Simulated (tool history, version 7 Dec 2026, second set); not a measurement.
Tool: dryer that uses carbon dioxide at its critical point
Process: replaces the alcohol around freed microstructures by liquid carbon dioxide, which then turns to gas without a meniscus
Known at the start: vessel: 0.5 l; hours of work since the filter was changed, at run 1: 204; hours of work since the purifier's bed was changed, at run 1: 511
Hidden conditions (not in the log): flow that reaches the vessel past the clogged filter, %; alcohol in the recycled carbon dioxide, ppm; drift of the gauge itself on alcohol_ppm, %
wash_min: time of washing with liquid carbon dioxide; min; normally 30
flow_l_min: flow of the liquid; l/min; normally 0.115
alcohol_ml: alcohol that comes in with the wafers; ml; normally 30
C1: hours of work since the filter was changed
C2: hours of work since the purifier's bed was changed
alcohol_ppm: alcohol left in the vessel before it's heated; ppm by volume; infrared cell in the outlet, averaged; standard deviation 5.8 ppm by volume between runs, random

{"run": 1, "hour": 0.0, "wash_min": 30, "flow_l_min": 0.115, "alcohol_ml": 30, "C1": 204, "C2": 511, "alcohol_ppm": 371}
{"run": 2, "hour": 16.1, "wash_min": 30, "flow_l_min": 0.115, "alcohol_ml": 30, "C1": 214, "C2": 521, "alcohol_ppm": 401}
{"run": 3, "hour": 39.1, "wash_min": 30, "flow_l_min": 0.115, "alcohol_ml": 30, "C1": 228, "C2": 534, "alcohol_ppm": 413}
{"run": 4, "hour": 57.0, "wash_min": 30, "flow_l_min": 0.115, "alcohol_ml": 30, "C1": 238, "C2": 545, "alcohol_ppm": 425}
{"run": 5, "hour": 71.8, "wash_min": 30, "flow_l_min": 0.115, "alcohol_ml": 30, "C1": 247, "C2": 554, "alcohol_ppm": 428}
{"run": 6, "hour": 90.5, "wash_min": 27, "flow_l_min": 0.115, "alcohol_ml": 30, "C1": 258, "C2": 565, "alcohol_ppm": 711}
{"hour": 104.7, "done": "inlet filter changed"}
{"run": 7, "hour": 106.0, "wash_min": 42, "flow_l_min": 0.115, "alcohol_ml": 30, "C1": 1, "C2": 574, "alcohol_ppm": 72}
{"run": 8, "hour": 127.9, "wash_min": 30, "flow_l_min": 0.115, "alcohol_ml": 30, "C1": 14, "C2": 587, "alcohol_ppm": 246}
{"run": 9, "hour": 144.0, "wash_min": 39, "flow_l_min": 0.115, "alcohol_ml": 30, "C1": 23, "C2": 596, "alcohol_ppm": 76}
{"run": 10, "hour": 163.1, "wash_min": 30, "flow_l_min": 0.115, "alcohol_ml": 30, "C1": 35, "C2": 608, "alcohol_ppm": 247}
{"run": 11, "hour": 182.6, "wash_min": 30, "flow_l_min": 0.115, "alcohol_ml": 30, "C1": 46, "C2": 619, "alcohol_ppm": 268}
{"run": 12, "hour": 209.3, "wash_min": 30, "flow_l_min": 0.115, "alcohol_ml": 30, "C1": 62, "C2": 635, "alcohol_ppm": 280}
{"run": 13, "hour": 226.4, "wash_min": 30, "flow_l_min": 0.115, "alcohol_ml": 30, "C1": 72, "C2": 645, "alcohol_ppm": 287}
{"run": 14, "hour": 252.4, "wash_min": 30, "flow_l_min": 0.115, "alcohol_ml": 30, "C1": 88, "C2": 661, "alcohol_ppm": 294}
{"run": 15, "hour": 277.9, "wash_min": 20, "flow_l_min": 0.191, "alcohol_ml": 55, "C1": 103, "C2": 676, "alcohol_ppm": 295}
{"run": 16, "hour": 295.9, "wash_min": 20, "flow_l_min": 0.089, "alcohol_ml": 55, "C1": 114, "C2": 687, "alcohol_ppm": 7014}
{"run": 17, "hour": 325.6, "wash_min": 18, "flow_l_min": 0.182, "alcohol_ml": 20, "C1": 131, "C2": 704, "alcohol_ppm": 290}
{"run": 18, "hour": 342.7, "wash_min": 18, "flow_l_min": 0.182, "alcohol_ml": 20, "C1": 142, "C2": 714, "alcohol_ppm": 293}
{"run": 19, "hour": 369.0, "wash_min": 23, "flow_l_min": 0.11, "alcohol_ml": 114, "C1": 157, "C2": 730, "alcohol_ppm": 4856}
{"run": 20, "hour": 399.0, "wash_min": 23, "flow_l_min": 0.11, "alcohol_ml": 114, "C1": 175, "C2": 748, "alcohol_ppm": 5033}
{"run": 21, "hour": 420.7, "wash_min": 20, "flow_l_min": 0.096, "alcohol_ml": 25, "C1": 188, "C2": 761, "alcohol_ppm": 2918}
{"run": 22, "hour": 447.0, "wash_min": 30, "flow_l_min": 0.123, "alcohol_ml": 23, "C1": 204, "C2": 777, "alcohol_ppm": 249}
{"run": 23, "hour": 464.5, "wash_min": 21, "flow_l_min": 0.192, "alcohol_ml": 87, "C1": 214, "C2": 787, "alcohol_ppm": 470}
{"run": 24, "hour": 481.0, "wash_min": 21, "flow_l_min": 0.192, "alcohol_ml": 87, "C1": 224, "C2": 797, "alcohol_ppm": 485}
{"run": 25, "hour": 506.0, "wash_min": 34, "flow_l_min": 0.086, "alcohol_ml": 82, "C1": 239, "C2": 812, "alcohol_ppm": 2502}
{"run": 26, "hour": 529.2, "wash_min": 33, "flow_l_min": 0.109, "alcohol_ml": 21, "C1": 253, "C2": 825, "alcohol_ppm": 302}
{"hour": 552.4, "done": "inlet filter changed"}
{"run": 27, "hour": 552.4, "wash_min": 33, "flow_l_min": 0.109, "alcohol_ml": 21, "C1": 0, "C2": 839, "alcohol_ppm": 184}

Table of differences, measured result less the result of that run with no hidden state. Run-to-run variation is the same in both. Gauge scatter possibly is not:
run=1 alcohol_ppm=+183
run=2 alcohol_ppm=+200
run=3 alcohol_ppm=+217
run=4 alcohol_ppm=+230
run=5 alcohol_ppm=+237
run=6 alcohol_ppm=+369
run=7 alcohol_ppm=+43
run=8 alcohol_ppm=+53
run=9 alcohol_ppm=+46
run=10 alcohol_ppm=+68
run=11 alcohol_ppm=+77
run=12 alcohol_ppm=+88
run=13 alcohol_ppm=+96
run=14 alcohol_ppm=+109
run=15 alcohol_ppm=+122
run=16 alcohol_ppm=+1220
run=17 alcohol_ppm=+129
run=18 alcohol_ppm=+132
run=19 alcohol_ppm=+1509
run=20 alcohol_ppm=+1698
run=21 alcohol_ppm=+847
run=22 alcohol_ppm=+144
run=23 alcohol_ppm=+277
run=24 alcohol_ppm=+297
run=25 alcohol_ppm=+1190
run=26 alcohol_ppm=+194
run=27 alcohol_ppm=+64

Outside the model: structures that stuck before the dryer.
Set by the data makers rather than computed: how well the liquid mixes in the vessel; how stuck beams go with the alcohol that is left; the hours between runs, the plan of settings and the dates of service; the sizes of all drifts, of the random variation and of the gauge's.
